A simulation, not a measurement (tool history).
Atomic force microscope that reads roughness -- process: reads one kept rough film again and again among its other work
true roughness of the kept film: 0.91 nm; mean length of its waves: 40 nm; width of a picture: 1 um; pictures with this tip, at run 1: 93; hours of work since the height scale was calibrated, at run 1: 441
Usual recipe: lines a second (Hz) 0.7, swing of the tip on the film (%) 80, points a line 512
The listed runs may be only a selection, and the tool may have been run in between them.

run	day	lines a second (Hz)	swing of the tip on the film (%)	points a line	pictures with this tip	hours of work since the height scale was calibrated	roughness of the kept film (nm (root mean square))
1	0	0.7	80	512	93	441	0.879
2	0.821	0.7	80	512	129	456	0.878
3	1.342	0.7	69	512	152	465	0.886
4	2.162	0.7	63	512	188	481	0.886
5	2.883	0.7	57	512	220	494	0.892
6	3.804	0.7	57	512	260	511	0.893
# day 4.275: new tip fitted
7	4.367	0.7	57	512	4	521	0.893
8	5.117	0.7	57	512	36	535	0.893
9	6.025	0.7	80	512	76	552	0.878
10	6.821	0.7	80	512	111	566	0.876
11	7.904	0.7	80	862	159	586	0.879
12	8.521	0.7	80	862	186	598	0.878
13	9.042	0.7	80	862	208	607	0.881
14	9.508	0.7	60	512	229	616	0.891
15	10.054	0.7	60	512	253	626	0.887

Predict the results of run 16:
16	10.629	0.7	61	512	278	636	?

roughness of the kept film (nm (root mean square)): 0.891
Without the tool's hidden state the same run would have given roughness of the kept film (nm (root mean square)) 0.892.
